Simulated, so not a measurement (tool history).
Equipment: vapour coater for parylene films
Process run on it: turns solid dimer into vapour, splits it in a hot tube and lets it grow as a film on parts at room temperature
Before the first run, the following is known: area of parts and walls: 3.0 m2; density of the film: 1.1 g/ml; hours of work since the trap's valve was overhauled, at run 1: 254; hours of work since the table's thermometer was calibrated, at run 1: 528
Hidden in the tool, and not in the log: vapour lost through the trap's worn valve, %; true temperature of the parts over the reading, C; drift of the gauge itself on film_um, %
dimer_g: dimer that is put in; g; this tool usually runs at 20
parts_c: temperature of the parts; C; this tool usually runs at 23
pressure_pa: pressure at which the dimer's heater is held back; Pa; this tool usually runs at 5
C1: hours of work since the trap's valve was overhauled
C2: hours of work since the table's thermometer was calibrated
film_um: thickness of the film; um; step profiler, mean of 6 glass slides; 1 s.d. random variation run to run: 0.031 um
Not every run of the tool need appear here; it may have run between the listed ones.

Run 1, hour 0: usual settings; C1 254; C2 528. Result: film_um 2.97 um.
Run 2, hour 36.1: usual settings; C1 287; C2 561. Result: film_um 3.02 um.
Run 3, hour 68.7: usual settings; C1 316; C2 590. Result: film_um 3.02 um.
Run 4, hour 97.6: usual settings; C1 342; C2 616. Result: film_um 2.97 um.
Run 5, hour 129.4: usual settings but parts_c 25 C; C1 371; C2 644. Result: film_um 2.87 um.
Run 6, hour 147.8: usual settings but pressure_pa 6.17 Pa; C1 387; C2 661. Result: film_um 2.89 um.
Run 7, hour 167.8: usual settings but parts_c 16 C, pressure_pa 6.17 Pa; C1 405; C2 679. Result: film_um 3.29 um.
Run 8, hour 189.9: usual settings but parts_c 16 C, pressure_pa 6.17 Pa; C1 425; C2 699. Result: film_um 3.21 um.
Run 9, hour 212.3: usual settings but pressure_pa 2.51 Pa; C1 445; C2 719. Result: film_um 3.46 um.
Run 10, hour 238.1: usual settings but dimer_g 25 g, parts_c 31 C, pressure_pa 2.24 Pa; C1 468; C2 742. Result: film_um 3.89 um.
At hour 258.3: trap's valve overhauled.
Run 11, hour 278.1: usual settings but dimer_g 25 g, parts_c 31 C, pressure_pa 2.24 Pa; C1 18; C2 774. Result: film_um 3.89 um.
Run 12, hour 316.6: usual settings but parts_c 27 C, pressure_pa 10.12 Pa; C1 52; C2 809. Result: film_um 2.41 um.
Run 13, hour 350.3: usual settings but parts_c 27 C, pressure_pa 10.12 Pa; C1 83; C2 839. Result: film_um 2.42 um.
Run 14, hour 381.3: usual settings but parts_c 27 C, pressure_pa 10.12 Pa; C1 111; C2 867. Result: film_um 2.39 um.
Run 15, hour 418.9: usual settings but parts_c 19 C, pressure_pa 10.12 Pa; C1 144; C2 901. Result: film_um 2.74 um.
Run 16, hour 456.7: usual settings but pressure_pa 8.82 Pa; C1 178; C2 935. Result: film_um 2.65 um.
Run 17, hour 487.1: usual settings but pressure_pa 8.82 Pa; C1 206; C2 962. Result: film_um 2.69 um.
Run 18, hour 507.3: usual settings but pressure_pa 8.82 Pa; C1 224; C2 980. Result: film_um 2.68 um.

Here are 4 independent what-if runs from the current tool condition. What would each one return?
Run A, hour 525.7: usual settings but parts_c 28 C, pressure_pa 2.2 Pa; C1 240; C2 997. Result: film_um ?.
Run B, hour 525.7: usual settings but dimer_g 10 g, parts_c 17 C, pressure_pa 6.41 Pa; C1 240; C2 997. Result: film_um ?.
Run C, hour 525.7: usual settings but dimer_g 27 g, parts_c 28 C, pressure_pa 5.87 Pa; C1 240; C2 997. Result: film_um ?.
Run D, hour 525.7: usual settings but dimer_g 13 g, parts_c 26 C, pressure_pa 6.63 Pa; C1 240; C2 997. Result: film_um ?.

run  film_um
  A     3.27
  B     1.55
  C     3.63
  D     1.74
Take away the tool's hidden state, keep each run's random variation, and the runs would have read:
run  film_um
  A     3.27
  B     1.55
  C     3.63
  D     1.75

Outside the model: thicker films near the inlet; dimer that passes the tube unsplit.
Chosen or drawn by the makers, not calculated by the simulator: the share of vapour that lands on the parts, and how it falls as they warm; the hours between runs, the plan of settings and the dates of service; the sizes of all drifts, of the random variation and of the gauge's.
